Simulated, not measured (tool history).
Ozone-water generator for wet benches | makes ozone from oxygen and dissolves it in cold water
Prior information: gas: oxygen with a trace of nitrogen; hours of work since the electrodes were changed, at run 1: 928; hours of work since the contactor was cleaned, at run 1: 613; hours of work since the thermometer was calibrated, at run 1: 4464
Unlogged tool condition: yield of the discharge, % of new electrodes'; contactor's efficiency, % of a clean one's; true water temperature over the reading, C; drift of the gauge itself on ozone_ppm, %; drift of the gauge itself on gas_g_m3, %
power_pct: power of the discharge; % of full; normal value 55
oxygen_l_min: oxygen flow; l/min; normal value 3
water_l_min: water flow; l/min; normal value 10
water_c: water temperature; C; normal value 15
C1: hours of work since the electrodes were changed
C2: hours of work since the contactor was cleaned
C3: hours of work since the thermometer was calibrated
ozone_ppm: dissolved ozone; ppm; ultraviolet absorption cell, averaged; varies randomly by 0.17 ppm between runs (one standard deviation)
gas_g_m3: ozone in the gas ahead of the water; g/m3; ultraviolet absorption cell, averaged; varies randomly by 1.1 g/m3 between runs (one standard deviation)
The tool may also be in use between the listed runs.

run 1 hour=0 | power_pct=55 oxygen_l_min=3 water_l_min=10 water_c=15 | C1=928 C2=613 C3=4464 | ozone_ppm=21.8 gas_g_m3=193.3
-- hour=58.6 water thermometer calibrated
run 2 hour=62.3 | power_pct=55 oxygen_l_min=3 water_l_min=10 water_c=15 | C1=984 C2=670 C3=3 | ozone_ppm=21.7 gas_g_m3=195.3
run 3 hour=106.6 | power_pct=55 oxygen_l_min=3 water_l_min=8 water_c=15 | C1=1025 C2=710 C3=44 | ozone_ppm=25 gas_g_m3=191.5
run 4 hour=143.7 | power_pct=73 oxygen_l_min=3 water_l_min=10 water_c=15 | C1=1059 C2=744 C3=78 | ozone_ppm=25.8 gas_g_m3=235.9
run 5 hour=180 | power_pct=55 oxygen_l_min=3 water_l_min=10 water_c=15 | C1=1092 C2=777 C3=111 | ozone_ppm=21.2 gas_g_m3=194.1
-- hour=208.4 water thermometer calibrated, once more
run 6 hour=221.9 | power_pct=55 oxygen_l_min=3 water_l_min=10 water_c=8 | C1=1130 C2=815 C3=12 | ozone_ppm=23.8 gas_g_m3=190.4
run 7 hour=253.2 | power_pct=55 oxygen_l_min=2.6 water_l_min=10 water_c=15 | C1=1158 C2=844 C3=41 | ozone_ppm=21 gas_g_m3=201.2
run 8 hour=298.5 | power_pct=55 oxygen_l_min=2.6 water_l_min=10 water_c=15 | C1=1200 C2=885 C3=82 | ozone_ppm=21.2 gas_g_m3=200.5
run 9 hour=369.5 | power_pct=55 oxygen_l_min=3 water_l_min=7 water_c=15 | C1=1264 C2=950 C3=147 | ozone_ppm=27.9 gas_g_m3=190.9

Run 10, settings as shown, results not yet in. Your forecast:
run 10 hour=411.7 | power_pct=63 oxygen_l_min=3.55 water_l_min=10 water_c=21 | C1=1303 C2=988 C3=186 | ozone_ppm=? gas_g_m3=?

ozone_ppm: 21.7 ppm
gas_g_m3: 198.7 g/m3
On a tool with no hidden condition, and with the same random variation, this run would have come out at ozone_ppm 23.2 ppm, gas_g_m3 208.9 g/m3.
